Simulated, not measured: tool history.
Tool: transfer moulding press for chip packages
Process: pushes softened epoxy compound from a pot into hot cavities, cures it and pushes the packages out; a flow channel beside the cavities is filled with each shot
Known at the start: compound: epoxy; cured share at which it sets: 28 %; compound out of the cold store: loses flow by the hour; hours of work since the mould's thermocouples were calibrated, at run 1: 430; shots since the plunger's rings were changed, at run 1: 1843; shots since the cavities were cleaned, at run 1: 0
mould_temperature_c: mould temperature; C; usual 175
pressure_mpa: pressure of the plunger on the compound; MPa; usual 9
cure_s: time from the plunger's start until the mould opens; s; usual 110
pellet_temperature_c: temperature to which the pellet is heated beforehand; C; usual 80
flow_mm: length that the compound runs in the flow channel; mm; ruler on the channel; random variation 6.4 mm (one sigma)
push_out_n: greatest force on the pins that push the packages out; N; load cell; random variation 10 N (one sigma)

run	hour	mould_temperature_c	pressure_mpa	cure_s	pellet_temperature_c	hours of work since the mould's thermocouples were calibrated	shots since the plunger's rings were changed	shots since the cavities were cleaned	incoming compound's hours out of the cold store	flow_mm	push_out_n
1	0	175	9	110	80	430	1843	0	34.8	601	486
2	20.2	175	9	110	75	444	2102	259	35.8	585	587
3	30.6	175	9	110	75	451	2237	394	9.6	709	699
# hour 43.7: cavities cleaned with cleaning compound and waxed
4	51.1	175	9	110	75	464	2480	95	39.6	561	767
5	60.9	175	9	110	86	471	2606	221	38.9	573	769
6	75.2	175	9	110	80	481	2790	405	25.1	638	824
# hour 87.4: cavities cleaned with cleaning compound and waxed
7	87.4	169	9	110	80	489	2928	0	24.1	649	698
8	104.1	175	9	130	80	501	3142	214	21.9	652	483
9	123.8	175	9	130	80	514	3394	466	11.1	695	568
# hour 131.1: cavities cleaned with cleaning compound and waxed
10	145.2	175	6.95	110	80	528	3651	182	14.5	602	632
# hour 151.5: cavities cleaned with cleaning compound and waxed, once more
11	156.1	175	9	110	80	535	3771	59	46.7	525	509
12	166.9	175	9	110	80	543	3909	197	15.8	669	592
13	176.9	175	9	110	76	550	4038	326	16.9	665	641
# hour 194: cavities cleaned with cleaning compound and waxed
14	199.3	175	9	133	80	564	4306	67	36.3	553	423
15	217.7	181	9	99	81	577	4543	304	25.9	605	540
16	233.3	172	6.91	147	89	588	4743	504	40	484	552
# hour 237.9: cavities cleaned with cleaning compound and waxed
17	252.1	179	10.24	126	89	600	4965	183	35.9	594	457
18	261.2	179	9.84	126	89	607	5082	300	10.5	697	515
# hour 280.8: cavities cleaned with cleaning compound and waxed
19	283.9	175	9	110	80	622	5354	39	15.2	652	515
20	301.3	175	10.71	110	80	634	5577	262	33.2	617	589
21	321.4	179	7.89	125	78	648	5836	521	40.9	490	531
# hour 323.8: cavities cleaned with cleaning compound and waxed
22	338.7	179	7.89	125	78	659	6039	192	8.4	632	478
23	352.4	175	7.5	138	76	669	6214	367	45.8	459	515
# hour 364.6: plunger's sealing rings changed
24	364.6	175	7.5	138	76	675	0	492	26	610	560
# hour 369.2: cavities cleaned with cleaning compound and waxed
25	384.1	178	10.53	149	81	688	231	191	17.7	742	449
26	401.4	175	7.91	110	80	700	454	414	26.8	607	659
# hour 412.8: cavities cleaned with cleaning compound and waxed
27	412.9	173	10.67	122	82	707	582	1	37	658	484
28	427.5	175	7.07	110	80	717	769	188	42.9	503	585

Forecast each of these 4 alternatives for the next run:
# hour 431.3: mould's thermocouples calibrated
A	439.8	175	9	110	82	6	902	321	43.8	?	?
# hour 431.3: mould's thermocouples calibrated
B	439.8	174	7.54	110	83	6	902	321	18.7	?	?
# hour 431.3: mould's thermocouples calibrated
C	439.8	177	9	97	72	6	902	321	40	?	?
# hour 431.3: mould's thermocouples calibrated
D	439.8	175	9.3	110	80	6	902	321	8.7	?	?

run	flow_mm	push_out_n
A	574	604
B	632	644
C	579	652
D	767	648
Without the tool's hidden state the same runs would have given:
run	flow_mm	push_out_n
A	583	466
B	643	496
C	588	503
D	780	501
